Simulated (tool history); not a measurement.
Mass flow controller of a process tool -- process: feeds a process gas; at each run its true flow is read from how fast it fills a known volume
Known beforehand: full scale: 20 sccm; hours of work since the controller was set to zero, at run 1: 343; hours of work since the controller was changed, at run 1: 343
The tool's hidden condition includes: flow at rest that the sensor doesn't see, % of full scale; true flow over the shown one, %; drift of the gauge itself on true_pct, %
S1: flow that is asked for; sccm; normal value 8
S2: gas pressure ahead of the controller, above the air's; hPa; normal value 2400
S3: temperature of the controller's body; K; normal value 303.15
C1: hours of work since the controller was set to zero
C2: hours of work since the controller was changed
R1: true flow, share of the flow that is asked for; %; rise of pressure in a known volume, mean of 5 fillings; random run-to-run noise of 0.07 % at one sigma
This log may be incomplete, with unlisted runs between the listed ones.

| run | hour | S1 | S2 | S3 | C1 | C2 | R1 |
|---|---|---|---|---|---|---|---|
| 1 | 0.0 | 8 | 2400 | 303.15 | 343 | 343 | 99.45 |
| 2 | 326.8 | 8 | 2400 | 295.15 | 495 | 495 | 98.88 |
| 3 | 850.3 | 8 | 2400 | 295.15 | 738 | 738 | 98.77 |
| 4 | 1227.3 | 17 | 2400 | 295.15 | 914 | 914 | 99.57 |
| 5 | 1653.7 | 17 | 2400 | 295.15 | 1112 | 1112 | 99.51 |
| 6 | 1918.9 | 17 | 2400 | 295.15 | 1235 | 1235 | 99.63 |
| 7 | 2361.3 | 17 | 2400 | 295.15 | 1441 | 1441 | 99.60 |
| 8 | 2639.5 | 17 | 2400 | 295.15 | 1571 | 1571 | 99.63 |
| 9 | 2961.2 | 17 | 1550 | 295.15 | 1720 | 1720 | 99.40 |
| 10 | 3200.3 | 8 | 2400 | 303.15 | 1832 | 1832 | 99.42 |
| 11 | 3621.3 | 8 | 2400 | 309.15 | 2027 | 2027 | 99.68 |
| 12 | 3869.7 | 8 | 2400 | 309.15 | 2143 | 2143 | 99.66 |
| 13 | 4238.4 | 8 | 2400 | 309.15 | 2315 | 2315 | 99.87 |
| 14 | 4530.0 | 14 | 2400 | 300.15 | 2450 | 2450 | 99.77 |
| 15 | 4803.2 | 14 | 2400 | 300.15 | 2577 | 2577 | 99.58 |
| 16 | 5110.4 | 14 | 2400 | 300.15 | 2720 | 2720 | 99.74 |
| 17 | 5445.2 | 9 | 2590 | 298.15 | 2876 | 2876 | 99.18 |
| 18 | 5718.5 | 10 | 2730 | 302.15 | 3003 | 3003 | 99.58 |
| 19 | 6028.1 | 10 | 2730 | 302.15 | 3147 | 3147 | 99.50 |
| 20 | 6372.2 | 10 | 2730 | 302.15 | 3307 | 3307 | 99.45 |
| 21 | 6679.7 | 6 | 2090 | 302.15 | 3450 | 3450 | 99.17 |
| 22 | 7104.0 | 7 | 2060 | 303.15 | 3648 | 3648 | 99.22 |
| 23 | 7489.4 | 7 | 2060 | 308.15 | 3827 | 3827 | 99.50 |
| 24 | 7864.3 | 7 | 2400 | 297.15 | 4001 | 4001 | 99.00 |
| 25 | 8161.6 | 17 | 2350 | 296.15 | 4140 | 4140 | 99.70 |
| 26 | 8568.7 | 8 | 2400 | 305.15 | 4329 | 4329 | 99.37 |

Here are 4 independent what-if runs from the current tool condition. What would each one return?
| A | 8893.4 | 19 | 2480 | 311.15 | 4480 | 4480 | ? |
| B | 8893.4 | 2 | 2400 | 313.15 | 4480 | 4480 | ? |
| C | 8893.4 | 6 | 1490 | 309.15 | 4480 | 4480 | ? |
| D | 8893.4 | 4 | 2170 | 297.15 | 4480 | 4480 | ? |

| run | R1 |
|---|---|
| A | 100.91 |
| B | 99.45 |
| C | 99.44 |
| D | 98.77 |
Stripped of hidden state, with their random variation kept, the same runs would have yielded:
| run | R1 |
|---|---|
| A | 100.92 |
| B | 99.40 |
| C | 99.43 |
| D | 98.75 |
